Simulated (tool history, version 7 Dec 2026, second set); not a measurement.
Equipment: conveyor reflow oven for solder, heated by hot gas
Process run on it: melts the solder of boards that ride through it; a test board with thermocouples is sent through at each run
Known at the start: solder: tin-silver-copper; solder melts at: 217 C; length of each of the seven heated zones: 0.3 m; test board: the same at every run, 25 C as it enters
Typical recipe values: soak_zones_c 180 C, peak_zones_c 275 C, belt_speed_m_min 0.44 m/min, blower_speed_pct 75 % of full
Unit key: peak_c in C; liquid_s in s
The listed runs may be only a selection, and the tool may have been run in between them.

{"run": 1, "hour": 0.0, "soak_zones_c": 180, "peak_zones_c": 275, "belt_speed_m_min": 0.44, "blower_speed_pct": 75, "peak_c": 259.8, "liquid_s": 69}
{"run": 2, "hour": 35.8, "soak_zones_c": 180, "peak_zones_c": 275, "belt_speed_m_min": 0.44, "blower_speed_pct": 75, "peak_c": 259.8, "liquid_s": 68.5}
{"run": 3, "hour": 85.9, "soak_zones_c": 180, "peak_zones_c": 275, "belt_speed_m_min": 0.44, "blower_speed_pct": 75, "peak_c": 259.7, "liquid_s": 69.1}
{"hour": 102.3, "done": "flux residue cleaned out of gas plates and filters"}
{"hour": 129.0, "done": "thermocouples of zones 6 and 7 changed"}
{"run": 4, "hour": 134.9, "soak_zones_c": 180, "peak_zones_c": 275, "belt_speed_m_min": 0.44, "blower_speed_pct": 75, "peak_c": 260.5, "liquid_s": 69.3}
{"run": 5, "hour": 191.4, "soak_zones_c": 184, "peak_zones_c": 275, "belt_speed_m_min": 0.44, "blower_speed_pct": 75, "peak_c": 261.1, "liquid_s": 71.7}
{"run": 6, "hour": 216.6, "soak_zones_c": 184, "peak_zones_c": 275, "belt_speed_m_min": 0.44, "blower_speed_pct": 75, "peak_c": 260.9, "liquid_s": 71.4}
{"run": 7, "hour": 266.2, "soak_zones_c": 180, "peak_zones_c": 275, "belt_speed_m_min": 0.44, "blower_speed_pct": 75, "peak_c": 260.5, "liquid_s": 69.4}
{"run": 8, "hour": 309.3, "soak_zones_c": 180, "peak_zones_c": 275, "belt_speed_m_min": 0.44, "blower_speed_pct": 75, "peak_c": 260.2, "liquid_s": 69.5}
{"run": 9, "hour": 365.5, "soak_zones_c": 180, "peak_zones_c": 275, "belt_speed_m_min": 0.44, "blower_speed_pct": 75, "peak_c": 260.3, "liquid_s": 69.4}
{"run": 10, "hour": 398.0, "soak_zones_c": 180, "peak_zones_c": 278, "belt_speed_m_min": 0.44, "blower_speed_pct": 75, "peak_c": 263, "liquid_s": 71.4}
{"run": 11, "hour": 452.2, "soak_zones_c": 184, "peak_zones_c": 275, "belt_speed_m_min": 0.44, "blower_speed_pct": 75, "peak_c": 260.8, "liquid_s": 72.3}
{"run": 12, "hour": 493.6, "soak_zones_c": 180, "peak_zones_c": 275, "belt_speed_m_min": 0.44, "blower_speed_pct": 75, "peak_c": 260.2, "liquid_s": 70.1}
{"run": 13, "hour": 541.3, "soak_zones_c": 180, "peak_zones_c": 275, "belt_speed_m_min": 0.44, "blower_speed_pct": 75, "peak_c": 260.1, "liquid_s": 69.9}
{"run": 14, "hour": 577.0, "soak_zones_c": 180, "peak_zones_c": 275, "belt_speed_m_min": 0.44, "blower_speed_pct": 75, "peak_c": 259.9, "liquid_s": 69.4}
{"run": 15, "hour": 602.3, "soak_zones_c": 180, "peak_zones_c": 275, "belt_speed_m_min": 0.44, "blower_speed_pct": 75, "peak_c": 259.9, "liquid_s": 70}
{"run": 16, "hour": 632.5, "soak_zones_c": 180, "peak_zones_c": 275, "belt_speed_m_min": 0.508, "blower_speed_pct": 76, "peak_c": 255.2, "liquid_s": 56.7}
{"run": 17, "hour": 685.1, "soak_zones_c": 180, "peak_zones_c": 277, "belt_speed_m_min": 0.508, "blower_speed_pct": 75, "peak_c": 256.5, "liquid_s": 58.3}
{"hour": 703.2, "done": "flux residue cleaned out of gas plates and filters"}
{"run": 18, "hour": 735.8, "soak_zones_c": 180, "peak_zones_c": 275, "belt_speed_m_min": 0.472, "blower_speed_pct": 54, "peak_c": 255.1, "liquid_s": 61}
{"run": 19, "hour": 773.7, "soak_zones_c": 180, "peak_zones_c": 275, "belt_speed_m_min": 0.472, "blower_speed_pct": 54, "peak_c": 255.1, "liquid_s": 61.2}
{"run": 20, "hour": 817.2, "soak_zones_c": 180, "peak_zones_c": 275, "belt_speed_m_min": 0.472, "blower_speed_pct": 54, "peak_c": 254.8, "liquid_s": 60.3}
{"run": 21, "hour": 849.4, "soak_zones_c": 180, "peak_zones_c": 283, "belt_speed_m_min": 0.446, "blower_speed_pct": 54, "peak_c": 263.6, "liquid_s": 70.8}
{"run": 22, "hour": 873.9, "soak_zones_c": 183, "peak_zones_c": 275, "belt_speed_m_min": 0.44, "blower_speed_pct": 57, "peak_c": 258.6, "liquid_s": 70.1}
{"run": 23, "hour": 919.3, "soak_zones_c": 186, "peak_zones_c": 275, "belt_speed_m_min": 0.44, "blower_speed_pct": 57, "peak_c": 258.7, "liquid_s": 72.1}
{"run": 24, "hour": 964.8, "soak_zones_c": 171, "peak_zones_c": 281, "belt_speed_m_min": 0.521, "blower_speed_pct": 71, "peak_c": 257.2, "liquid_s": 53.9}
{"run": 25, "hour": 990.0, "soak_zones_c": 179, "peak_zones_c": 283, "belt_speed_m_min": 0.431, "blower_speed_pct": 60, "peak_c": 265.9, "liquid_s": 74.1}
{"run": 26, "hour": 1022.4, "soak_zones_c": 181, "peak_zones_c": 270, "belt_speed_m_min": 0.49, "blower_speed_pct": 81, "peak_c": 253.9, "liquid_s": 59}
{"run": 27, "hour": 1050.3, "soak_zones_c": 180, "peak_zones_c": 275, "belt_speed_m_min": 0.49, "blower_speed_pct": 75, "peak_c": 257.2, "liquid_s": 60.7}
{"run": 28, "hour": 1095.4, "soak_zones_c": 183, "peak_zones_c": 271, "belt_speed_m_min": 0.402, "blower_speed_pct": 75, "peak_c": 259.9, "liquid_s": 78.6}
{"hour": 1130.3, "done": "thermocouples of zones 6 and 7 changed"}
{"run": 29, "hour": 1130.3, "soak_zones_c": 188, "peak_zones_c": 287, "belt_speed_m_min": 0.47, "blower_speed_pct": 71, "peak_c": 269.1, "liquid_s": 73.1}
{"run": 30, "hour": 1165.4, "soak_zones_c": 180, "peak_zones_c": 275, "belt_speed_m_min": 0.412, "blower_speed_pct": 75, "peak_c": 261.9, "liquid_s": 76.2}

Below, some changes in peak_c between adjacent runs. For each, the amount present without the hidden state too (settings, incoming material, random variation) and the amount remaining for the hidden state with gauge scatter not shared by both compared results:
The tool's hidden condition here consists of: heat that the gas passes to the board, % of a clean oven's; belt's true speed, % of the reading; true gas temperature in zones 6 and 7 over the reading, C; drift of the gauge itself on peak_c, C; drift of the gauge itself on liquid_s, %.
Run 3 -> 4: flux residue cleaned out of gas plates and filters, thermocouples of zones 6 and 7 changed. peak_c +0.8 C: hidden state +0.7, all else +0.1.
Run 17 -> 18: peak_zones_c 277 -> 275, belt_speed_m_min 0.508 -> 0.472, blower_speed_pct 75 -> 54, flux residue cleaned out of gas plates and filters. peak_c -1.4 C: hidden state +1.5, all else -2.9.
Run 20 -> 21: peak_zones_c 275 -> 283, belt_speed_m_min 0.472 -> 0.446. peak_c +8.8 C: hidden state +0.1, all else +8.7.
Run 25 -> 26: soak_zones_c 179 -> 181, peak_zones_c 283 -> 270, belt_speed_m_min 0.431 -> 0.49, blower_speed_pct 60 -> 81. peak_c -12 C: hidden state -0.2, all else -11.8.
Run 28 -> 29: soak_zones_c 183 -> 188, peak_zones_c 271 -> 287, belt_speed_m_min 0.402 -> 0.47, blower_speed_pct 75 -> 71, thermocouples of zones 6 and 7 changed. peak_c +9.2 C: hidden state -0.9, all else +10.1.
